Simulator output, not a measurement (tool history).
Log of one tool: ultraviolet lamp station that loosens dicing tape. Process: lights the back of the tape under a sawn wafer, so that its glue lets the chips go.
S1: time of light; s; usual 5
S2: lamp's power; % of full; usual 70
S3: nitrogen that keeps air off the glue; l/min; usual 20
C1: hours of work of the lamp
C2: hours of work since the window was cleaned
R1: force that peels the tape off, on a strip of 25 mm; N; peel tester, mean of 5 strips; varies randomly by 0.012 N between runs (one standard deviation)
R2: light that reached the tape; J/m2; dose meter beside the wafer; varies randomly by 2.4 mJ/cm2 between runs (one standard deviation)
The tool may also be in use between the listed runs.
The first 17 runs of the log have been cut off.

run	hour	S1	S2	S3	C1	C2	R1	R2
18	142.8	5	70	20	293	407	0.56	2730
19	153.5	5	70	20	300	413	0.545	2640
20	164	5	70	20	306	420	0.555	2660
21	174.8	5	70	20	313	426	0.555	2630
# hour 181.5: window cleaned of glue's vapour
22	185.3	3	83	9	319	2	1.568	1930
23	196.4	3	73	11	326	9	1.715	1660
24	207.9	4	66	11	333	16	1.294	2030
25	213.2	4	66	11	336	20	1.295	2000
26	219.5	10	78	7	340	23	0.249	5990
27	230.3	10	78	7	347	30	0.25	5930
28	240.8	3	81	15	353	37	1.292	1870
29	251.6	5	66	34	360	43	0.476	2540
30	258.7	5	66	34	364	48	0.478	2500
31	267.9	2	62	15	370	53	2.82	950
32	278.7	2	74	22	376	60	2.119	1140
33	289.3	2	61	26	383	66	2.474	870
34	297.1	2	61	26	388	71	2.526	940
35	305.2	2	61	26	393	76	2.518	930
36	312.4	10	70	20	397	81	0.19	5350
37	319	6	90	20	401	85	0.26	4110
38	325.3	6	90	20	405	89	0.244	4140
39	332	5	69	13	409	93	0.776	2610

3 ways to go on from here, each from the tool as it stands after run 39. What would each give?
A	342.2	8	82	31	416	99	?	?
B	342.2	5	60	27	416	99	?	?
C	342.2	7	90	8	416	99	?	?

run	R1	R2
A	0.191	4950
B	0.624	2290
C	0.326	4850
What these runs would have given with no unlogged condition in the tool:
run	R1	R2
A	0.19	4960
B	0.622	2290
C	0.325	4860

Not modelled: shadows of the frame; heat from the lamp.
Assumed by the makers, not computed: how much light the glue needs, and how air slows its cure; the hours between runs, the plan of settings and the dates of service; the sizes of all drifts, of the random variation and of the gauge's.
